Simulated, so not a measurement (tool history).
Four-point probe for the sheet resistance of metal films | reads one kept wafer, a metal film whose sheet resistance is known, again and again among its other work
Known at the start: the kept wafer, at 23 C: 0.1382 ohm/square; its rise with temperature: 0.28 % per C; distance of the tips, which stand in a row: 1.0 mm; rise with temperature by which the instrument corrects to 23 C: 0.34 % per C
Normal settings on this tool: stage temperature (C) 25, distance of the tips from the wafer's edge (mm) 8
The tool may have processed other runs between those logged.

run,day,stage temperature (C),distance of the tips from the wafer's edge (mm),sheet resistance as the instrument gives it (ohm/square)
1,0.000,25,8,0.139901
2,0.708,25,3,0.146562
3,1.342,22,8,0.140095
4,1.962,22,8,0.140165
5,2.733,26,8,0.139815
6,3.317,26,8,0.139840
7,3.875,26,8,0.139798
8,4.729,25,48,0.138762
9,5.133,28,48,0.138537
10,5.825,20,8,0.140323
11,6.333,20,8,0.140311
12,6.738,20,8,0.140254
13,7.158,35,8,0.139073
14,7.946,35,8,0.139098
15,8.450,35,8,0.139087
16,8.896,35,8,0.139042
17,9.383,35,8,0.139043
18,9.792,25,8,0.139825
19,10.496,25,8,0.139824
20,11.333,25,8,0.139893
21,12.146,25,8,0.139868
22,12.883,25,8,0.139868
23,13.579,19,21,0.139393
24,14.425,35,9,0.138824
25,15.079,35,9,0.138794
26,15.988,27,8,0.139672
27,16.475,27,8,0.139692
28,17.192,27,8,0.139682
29,17.867,25,8,0.139897
30,18.800,25,8,0.139839
31,19.588,25,30,0.138757
32,20.012,25,30,0.138797
33,20.546,20,8,0.140239
34,21.479,23,50,0.138861
35,22.246,23,50,0.138828
36,22.712,20,4,0.143588
37,23.138,19,72,0.139171
38,23.688,19,72,0.139206
39,24.442,34,11,0.138603
40,25.008,27,34,0.138607
41,25.542,21,11,0.139623
42,26.317,33,22,0.138145
43,27.229,33,22,0.138207
44,28.146,21,15,0.139332

Forecast each of these 5 alternatives for the next run:
A,28.896,25,9,?
B,28.896,19,10,?
C,28.896,21,5,?
D,28.896,19,26,?
E,28.896,22,74,?

run,sheet resistance as the instrument gives it (ohm/square)
A,0.139613
B,0.139898
C,0.141929
D,0.139294
E,0.138901
What these runs would have given with no unlogged condition in the tool:
run,sheet resistance as the instrument gives it (ohm/square)
A,0.138981
B,0.139266
C,0.141288
D,0.138665
E,0.138272
